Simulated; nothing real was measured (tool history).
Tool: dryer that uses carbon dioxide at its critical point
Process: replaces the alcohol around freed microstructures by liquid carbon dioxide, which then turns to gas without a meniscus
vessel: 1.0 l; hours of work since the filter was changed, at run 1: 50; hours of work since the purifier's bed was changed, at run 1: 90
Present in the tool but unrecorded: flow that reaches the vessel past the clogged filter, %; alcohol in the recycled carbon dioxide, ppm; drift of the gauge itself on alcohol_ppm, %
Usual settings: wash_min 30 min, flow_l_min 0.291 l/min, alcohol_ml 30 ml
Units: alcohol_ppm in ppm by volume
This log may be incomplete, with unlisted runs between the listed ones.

run,day,wash_min,flow_l_min,alcohol_ml,hours of work since the filter was changed,hours of work since the purifier's bed was changed,alcohol_ppm
1,0,30,0.291,30,50,90,62
2,0.225,30,0.469,30,54,94,5
3,0.467,30,0.291,32,58,98,51
4,0.683,30,0.291,32,61,101,53
5,1.054,30,0.291,30,68,107,52
6,1.5,30,0.291,30,75,115,55
7,1.771,42,0.291,30,79,119,21
8,2.183,30,0.291,30,86,126,51
9,2.379,30,0.291,30,90,129,58
10,2.808,30,0.291,30,97,136,60
11,3.133,30,0.415,30,102,142,18
12,3.433,30,0.415,30,107,147,11
13,3.896,45,0.222,29,115,155,33
14,4.167,45,0.466,29,119,159,19
15,4.458,45,0.466,29,124,164,15
16,4.812,43,0.466,29,130,170,8
17,5.1,45,0.418,30,135,175,8
18,5.462,45,0.418,30,141,181,12
19,5.808,30,0.233,27,147,186,205
20,6.262,29,0.208,61,154,194,893
21,6.617,29,0.208,61,160,200,879
22,6.988,22,0.291,105,166,206,1131
23,7.196,30,0.341,30,170,209,29
24,7.625,30,0.341,30,177,217,40

Alternative continuations, all from the tool just after run 24; predict every row:
A,7.958,44,0.34,39,182,222,?
B,7.958,30,0.189,30,182,222,?
C,7.958,21,0.291,30,182,222,?
D,7.958,30,0.405,30,182,222,?
E,7.958,30,0.291,69,182,222,?

run,alcohol_ppm
A,16
B,610
C,422
D,23
E,158
With the hidden condition removed and each run's random variation left untouched, the same runs would have given:
run,alcohol_ppm
A,3
B,426
C,282
D,8
E,89
